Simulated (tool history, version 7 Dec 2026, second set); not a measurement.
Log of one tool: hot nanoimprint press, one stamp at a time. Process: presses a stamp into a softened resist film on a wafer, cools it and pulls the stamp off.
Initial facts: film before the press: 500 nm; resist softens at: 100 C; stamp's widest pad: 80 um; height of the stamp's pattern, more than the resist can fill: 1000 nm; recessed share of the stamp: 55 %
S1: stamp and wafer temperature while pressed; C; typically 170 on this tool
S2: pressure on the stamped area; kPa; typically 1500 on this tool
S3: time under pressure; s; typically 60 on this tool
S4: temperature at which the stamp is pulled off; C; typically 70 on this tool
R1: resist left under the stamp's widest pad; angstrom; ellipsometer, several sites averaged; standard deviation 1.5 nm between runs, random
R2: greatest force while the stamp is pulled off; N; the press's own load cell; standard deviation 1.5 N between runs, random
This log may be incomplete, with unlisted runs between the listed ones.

| run | hour | S1 | S2 | S3 | S4 | R1 | R2 |
|---|---|---|---|---|---|---|---|
| 1 | 0 | 170 | 1500 | 60 | 70 | 2589 | 147 |
| 2 | 48.5 | 170 | 1500 | 60 | 70 | 2606 | 145 |
|  | 98.5 | stamp cleaned and given a new release coat |
| 3 | 115.7 | 170 | 1500 | 60 | 70 | 2629 | 136 |
| 4 | 155.2 | 170 | 1500 | 60 | 70 | 2635 | 134 |
| 5 | 219.5 | 170 | 1500 | 103 | 70 | 2158 | 137 |
| 6 | 274.4 | 170 | 1500 | 60 | 69 | 2650 | 138 |
| 7 | 303.6 | 170 | 1550 | 60 | 70 | 2631 | 138 |
|  | 348.3 | plate thermocouple calibrated |
| 8 | 354.8 | 170 | 1550 | 60 | 70 | 2685 | 139 |
| 9 | 405.7 | 170 | 1500 | 60 | 70 | 2695 | 141 |
| 10 | 435.4 | 170 | 1500 | 60 | 70 | 2719 | 143 |
| 11 | 462.9 | 170 | 1500 | 60 | 62 | 2733 | 158 |
|  | 526.3 | plate thermocouple calibrated, once more |
| 12 | 526.5 | 165 | 1500 | 60 | 62 | 3237 | 161 |
| 13 | 558.6 | 170 | 1500 | 60 | 70 | 2586 | 146 |
| 14 | 608 | 170 | 1500 | 60 | 70 | 2586 | 145 |
| 15 | 660.2 | 170 | 1500 | 60 | 70 | 2583 | 148 |
| 16 | 706.3 | 170 | 1500 | 60 | 70 | 2612 | 150 |
|  | 718.5 | stamp cleaned and given a new release coat |
| 17 | 750.9 | 177 | 1500 | 51 | 65 | 1913 | 141 |
| 18 | 796.2 | 165 | 1700 | 106 | 74 | 2654 | 128 |
| 19 | 831.4 | 178 | 1000 | 61 | 78 | 2005 | 122 |
| 20 | 898.3 | 166 | 1500 | 43 | 75 | 3489 | 128 |
| 21 | 947.3 | 170 | 1520 | 54 | 71 | 2722 | 137 |
| 22 | 1007.3 | 172 | 2030 | 101 | 75 | 1748 | 133 |
| 23 | 1048.9 | 172 | 2030 | 37 | 74 | 2596 | 136 |
| 24 | 1109.4 | 172 | 2030 | 42 | 74 | 2498 | 137 |
| 25 | 1143.7 | 172 | 2030 | 42 | 74 | 2512 | 139 |
|  | 1185.3 | press's hydraulic seals changed and the load cell set to zero |
| 26 | 1191.3 | 161 | 1670 | 60 | 70 | 3745 | 148 |
| 27 | 1245 | 170 | 1500 | 60 | 58 | 2656 | 168 |
|  | 1279.6 | plate thermocouple calibrated |
| 28 | 1282.5 | 179 | 1500 | 60 | 68 | 1572 | 151 |
| 29 | 1333.3 | 181 | 1350 | 60 | 68 | 1463 | 154 |
|  | 1344.1 | stamp cleaned and given a new release coat |
| 30 | 1392.1 | 181 | 1350 | 60 | 68 | 1467 | 137 |

Alternative continuations, all from the tool just after run 30; predict every row:
| A | 1422.3 | 181 | 1350 | 67 | 68 | ? | ? |
| B | 1422.3 | 170 | 1500 | 60 | 62 | ? | ? |
| C | 1422.3 | 181 | 990 | 100 | 70 | ? | ? |
| D | 1422.3 | 181 | 1350 | 72 | 58 | ? | ? |

| run | R1 | R2 |
|---|---|---|
| A | 1418 | 137 |
| B | 2553 | 145 |
| C | 1349 | 135 |
| D | 1349 | 152 |
The same runs, with their run-to-run variation unchanged, on a tool lacking any hidden condition would have given:
| run | R1 | R2 |
|---|---|---|
| A | 1391 | 134 |
| B | 2507 | 142 |
| C | 1324 | 132 |
| D | 1322 | 148 |
